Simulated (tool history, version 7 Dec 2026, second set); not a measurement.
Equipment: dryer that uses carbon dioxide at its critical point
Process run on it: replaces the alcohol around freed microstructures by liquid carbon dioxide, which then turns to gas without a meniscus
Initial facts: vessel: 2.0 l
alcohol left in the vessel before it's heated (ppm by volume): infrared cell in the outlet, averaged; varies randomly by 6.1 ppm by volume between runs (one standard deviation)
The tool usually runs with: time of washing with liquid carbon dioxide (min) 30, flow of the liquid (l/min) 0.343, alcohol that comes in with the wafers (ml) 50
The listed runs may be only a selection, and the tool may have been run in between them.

run   hour  time of washing with liquid carbon dioxide (min)  flow of the liquid (l/min)  alcohol that comes in with the wafers (ml)  alcohol left in the vessel before it's heated (ppm by volume)
  1    0.0                                                30                       0.343                                          50                                                            258
  2   10.9                                                30                       0.343                                          93                                                            486
  3   18.5                                                30                       0.343                                          50                                                            267
  4   25.7                                                30                       0.343                                          50                                                            271
  5   37.3                                                30                       0.343                                          50                                                            270
  6   45.8                                                30                       0.411                                          50                                                            110
  7   59.2                                                30                       0.411                                          50                                                            129
  8   66.9                                                30                       0.343                                          24                                                            137
  9   78.9                                                30                       0.343                                          24                                                            143
 10   90.4                                                30                       0.343                                          24                                                            139
 11   99.8                                                30                       0.343                                          24                                                            142
 12  110.1                                                22                       0.343                                          50                                                            922
 13  116.1                                                22                       0.343                                          50                                                            920
 14  122.0                                                38                       0.343                                          50                                                            101
 15  127.8                                                38                       0.343                                          50                                                             96
 16  136.6                                                38                       0.343                                          89                                                            163
 17  147.4                                                30                       0.228                                          50                                                           1194
 18  157.2                                                19                       0.228                                          50                                                           3687
 19  166.8                                                19                       0.228                                          50                                                           3706
 20  173.6                                                19                       0.489                                          50                                                            464
 21  179.5                                                30                       0.343                                          50                                                            308
 22  191.7                                                30                       0.343                                          50                                                            299
 23  203.1                                                30                       0.343                                          67                                                            392
 24  213.9                                                30                       0.360                                          67                                                            327
 25  219.9                                                40                       0.446                                          50                                                             29
 26  232.0                                                22                       0.306                                          43                                                           1169
 27  241.9                                                47                       0.343                                          50                                                             30
 28  251.2                                                32                       0.228                                          50                                                           1035
 29  265.4                                                21                       0.499                                          36                                                            226
 30  278.3                                                18                       0.249                                          60                                                           4244
 31  288.7                                                43                       0.335                                          35                                                             48
 32  294.7                                                38                       0.307                                          35                                                            133
 33  301.0                                                30                       0.258                                          79                                                           1350
 34  313.9                                                21                       0.291                                          79                                                           2781
 35  321.7                                                21                       0.291                                          79                                                           2829
 36  328.4                                                23                       0.291                                          66                                                           1867
 37  335.3                                                23                       0.291                                          66                                                           1844
 38  341.3                                                23                       0.291                                          66                                                           1888
 39  353.8                                                42                       0.327                                          22                                                             57
 40  365.0                                                42                       0.327                                          22                                                             47
 41  372.8                                                20                       0.525                                          23                                                            157
 42  383.0                                                20                       0.343                                          37                                                           1014
 43  393.7                                                20                       0.343                                          37                                                           1040
 44  403.6                                                47                       0.484                                          25                                                             24
 45  411.3                                                37                       0.336                                          25                                                             79
 46  421.3                                                44                       0.486                                          54                                                             22
 47  433.0                                                38                       0.471                                          34                                                             27

What if the next run were any one of these 3? Each begins from the tool's condition after run 47:
  A  442.9                                                27                       0.471                                          34                                                              ?
  B  442.9                                                29                       0.271                                          26                                                              ?
  C  442.9                                                42                       0.528                                          34                                                              ?

run  alcohol left in the vessel before it's heated (ppm by volume)
  A                                                             98
  B                                                            477
  C                                                             24
The same runs, with their run-to-run variation unchanged, on a tool lacking any hidden condition would have given:
run  alcohol left in the vessel before it's heated (ppm by volume)
  A                                                             55
  B                                                            356
  C                                                              9
